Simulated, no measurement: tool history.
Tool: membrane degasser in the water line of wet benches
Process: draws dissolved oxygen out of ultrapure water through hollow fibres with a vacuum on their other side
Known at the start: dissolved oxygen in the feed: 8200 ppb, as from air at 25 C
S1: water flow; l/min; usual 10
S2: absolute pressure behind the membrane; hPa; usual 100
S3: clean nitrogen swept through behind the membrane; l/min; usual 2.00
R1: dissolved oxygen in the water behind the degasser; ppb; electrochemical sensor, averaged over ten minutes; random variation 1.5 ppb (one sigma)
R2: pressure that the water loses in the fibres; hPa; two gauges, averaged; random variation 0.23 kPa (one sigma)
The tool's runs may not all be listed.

run	hour	S1	S2	S3	R1	R2
1	0.0	10	100	2.00	167.8	604.3
2	216.5	10	100	2.00	169.1	606.2
3	347.2	10	100	2.00	167.3	606.7
4	454.9	10	100	2.00	168.3	605.2
5	640.1	10	100	2.00	172.3	611.7
6	834.4	10	124	2.00	193.3	606.4
7	1068.1	10	238	2.00	335.6	613.0
8	1284.5	10	135	2.00	211.6	615.8
9	1447.8	7	100	2.00	106.4	428.4
10	1636.7	7	100	2.00	105.7	432.1
11	1842.4	7	100	2.00	105.1	428.8
# hour 1933.3: vacuum gauge calibrated
12	1970.0	7	100	2.00	106.9	425.4
13	2102.6	7	100	2.00	107.9	429.1
14	2242.6	6	100	2.00	88.7	365.2
15	2389.2	10	100	2.00	176.0	610.4
16	2511.7	10	100	2.00	175.0	613.0
# hour 2589.2: vacuum gauge calibrated, once more
17	2702.3	10	100	2.00	172.1	617.1
18	2869.1	10	100	2.00	171.9	614.9
19	2998.3	10	228	2.00	322.0	618.2
20	3206.3	12	228	5.11	230.8	737.2
21	3398.7	12	228	5.11	233.6	738.8
22	3512.5	12	127	1.21	340.5	735.4
23	3655.2	14	63	1.21	233.1	862.7
24	3769.7	14	108	1.04	390.7	859.9
25	3897.2	14	108	1.04	383.1	856.0
26	4071.5	10	192	2.49	246.1	613.4
27	4270.4	6	100	3.63	64.0	371.1
28	4492.6	6	100	0.83	157.0	369.6
29	4657.0	6	139	2.00	118.9	370.8
30	4766.3	6	139	2.00	118.2	370.7
31	4983.1	6	139	2.00	118.7	370.5
32	5134.4	8	139	2.00	171.0	495.4

Some steps in R1 between neighbouring runs. How much of each would the tool show without its hidden state too (settings, what came in, random variation), and how much is left for the hidden state, with any gauge scatter that isn't in both results?
The hidden state here: membrane still open, %; true pressure behind the membrane over the reading, kPa; air that leaks in behind the membrane, l/min; drift of the gauge itself on oxygen_ppb, %; drift of the gauge itself on loss_of_pressure_kpa, %.
Run 14 -> 15: S1 6 -> 10. R1 +87.3 ppb: hidden state +11.2, all else +76.1.
Run 18 -> 19: S2 100 -> 228. R1 +150.1 ppb: hidden state +4.6, all else +145.5.
Run 23 -> 24: S2 63 -> 108, S3 1.21 -> 1.04. R1 +157.6 ppb: hidden state +3.8, all else +153.8.
Run 25 -> 26: S1 14 -> 10, S2 108 -> 192, S3 1.04 -> 2.49. R1 -137.0 ppb: hidden state -9.6, all else -127.4.
Run 26 -> 27: S1 10 -> 6, S2 192 -> 100, S3 2.49 -> 3.63. R1 -182.1 ppb: hidden state -14.2, all else -167.9.
